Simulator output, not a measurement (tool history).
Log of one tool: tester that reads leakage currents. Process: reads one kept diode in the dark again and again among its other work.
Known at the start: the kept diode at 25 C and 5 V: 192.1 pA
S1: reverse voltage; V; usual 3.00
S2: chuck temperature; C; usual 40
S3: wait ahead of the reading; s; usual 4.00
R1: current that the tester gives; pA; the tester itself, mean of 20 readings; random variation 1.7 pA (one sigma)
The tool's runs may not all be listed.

run,hour,S1,S2,S3,R1
1,0.0,3.00,40,4.00,501.65
# hour 9.4: chuck's temperature calibrated
2,29.0,3.00,40,4.00,578.21
3,48.8,3.00,40,4.00,577.46
4,65.1,3.00,40,4.00,577.84
5,80.4,19.13,40,4.00,1540.38
6,97.0,3.00,40,4.00,576.20
7,120.8,3.00,40,4.00,576.92
# hour 124.2: tester calibrated
8,140.2,3.00,40,4.00,573.82
9,160.5,3.00,40,4.00,574.63
10,180.1,3.00,40,4.00,576.88
11,199.5,3.00,40,4.00,576.63
12,225.4,3.00,40,4.00,575.96
13,245.9,1.33,21,7.12,64.63
14,276.5,1.33,21,7.12,64.63
# hour 282.4: tester calibrated, once more
15,308.9,1.33,21,7.12,64.07
16,341.2,13.96,21,1.11,231.73
17,370.3,1.01,25,5.18,81.53
18,402.6,15.16,40,3.61,1355.36
19,422.9,2.98,56,2.35,2125.72
20,441.3,6.34,28,0.41,292.11
21,468.2,3.00,45,4.00,867.72
22,501.7,3.00,24,4.00,132.05

Forecast each of these 3 alternatives for the next run:
A,529.9,1.08,40,4.28,?
B,529.9,3.00,26,0.54,?
C,529.9,19.17,24,4.00,?

run,R1
A,327.88
B,160.80
C,360.45
Without the tool's hidden state the same runs would have given:
run,R1
A,332.21
B,162.08
C,358.13

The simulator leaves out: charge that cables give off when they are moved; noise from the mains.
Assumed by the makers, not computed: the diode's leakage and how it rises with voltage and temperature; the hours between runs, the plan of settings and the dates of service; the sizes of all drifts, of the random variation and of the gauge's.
